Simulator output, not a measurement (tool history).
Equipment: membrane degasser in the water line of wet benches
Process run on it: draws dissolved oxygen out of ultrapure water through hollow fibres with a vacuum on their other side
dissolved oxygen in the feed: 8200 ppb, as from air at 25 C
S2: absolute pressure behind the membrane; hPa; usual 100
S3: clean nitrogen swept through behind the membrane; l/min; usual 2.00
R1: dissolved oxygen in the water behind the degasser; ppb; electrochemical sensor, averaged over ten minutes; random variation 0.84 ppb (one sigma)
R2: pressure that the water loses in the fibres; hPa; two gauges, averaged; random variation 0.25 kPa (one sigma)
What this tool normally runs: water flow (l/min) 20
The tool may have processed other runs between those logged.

run 1 hour=0.0 | water_flow_(l/min)=20 S2=100 S3=2.00 | R1=190.1 R2=715.0
run 2 hour=280.4 | water_flow_(l/min)=20 S2=100 S3=1.96 | R1=191.1 R2=717.9
run 3 hour=403.0 | water_flow_(l/min)=20 S2=100 S3=1.96 | R1=192.4 R2=716.7
run 4 hour=586.7 | water_flow_(l/min)=20 S2=100 S3=1.96 | R1=194.9 R2=715.1
run 5 hour=779.2 | water_flow_(l/min)=20 S2=100 S3=1.96 | R1=195.6 R2=711.1
run 6 hour=1050.2 | water_flow_(l/min)=20 S2=100 S3=1.96 | R1=194.2 R2=713.6
-- hour=1199.6 seals of the vacuum lines changed
run 7 hour=1199.6 | water_flow_(l/min)=20 S2=100 S3=0.87 | R1=362.0 R2=719.3
run 8 hour=1319.3 | water_flow_(l/min)=20 S2=100 S3=0.87 | R1=365.4 R2=716.5
run 9 hour=1593.2 | water_flow_(l/min)=20 S2=100 S3=0.87 | R1=367.7 R2=721.3
run 10 hour=1847.0 | water_flow_(l/min)=20 S2=100 S3=0.87 | R1=366.3 R2=724.7
run 11 hour=2041.8 | water_flow_(l/min)=20 S2=100 S3=2.00 | R1=191.2 R2=723.7
run 12 hour=2299.3 | water_flow_(l/min)=20 S2=150 S3=2.00 | R1=304.8 R2=721.9
run 13 hour=2548.8 | water_flow_(l/min)=20 S2=150 S3=2.00 | R1=307.6 R2=722.3
run 14 hour=2831.1 | water_flow_(l/min)=20 S2=100 S3=2.30 | R1=175.3 R2=728.3
-- hour=2905.0 vacuum gauge calibrated
run 15 hour=3046.5 | water_flow_(l/min)=20 S2=100 S3=2.30 | R1=171.0 R2=723.2
run 16 hour=3297.1 | water_flow_(l/min)=20 S2=100 S3=2.30 | R1=170.0 R2=732.4
run 17 hour=3459.3 | water_flow_(l/min)=15 S2=102 S3=2.30 | R1=119.5 R2=543.6
run 18 hour=3693.9 | water_flow_(l/min)=31 S2=84 S3=0.89 | R1=490.3 R2=1128.9
run 19 hour=3977.8 | water_flow_(l/min)=19 S2=247 S3=2.39 | R1=421.6 R2=693.8
run 20 hour=4143.8 | water_flow_(l/min)=26 S2=121 S3=2.39 | R1=304.0 R2=947.3

What does the tool deliver on the next run?
run 21 hour=4345.5 | water_flow_(l/min)=26 S2=121 S3=2.39 | R1=? R2=?

{"run 21": {"R1": 305.8, "R2": 946.1}}
On a tool with no hidden condition, and with the same random variation, this run would have come out at R1 276.9 ppb, R2 872.5 hPa.
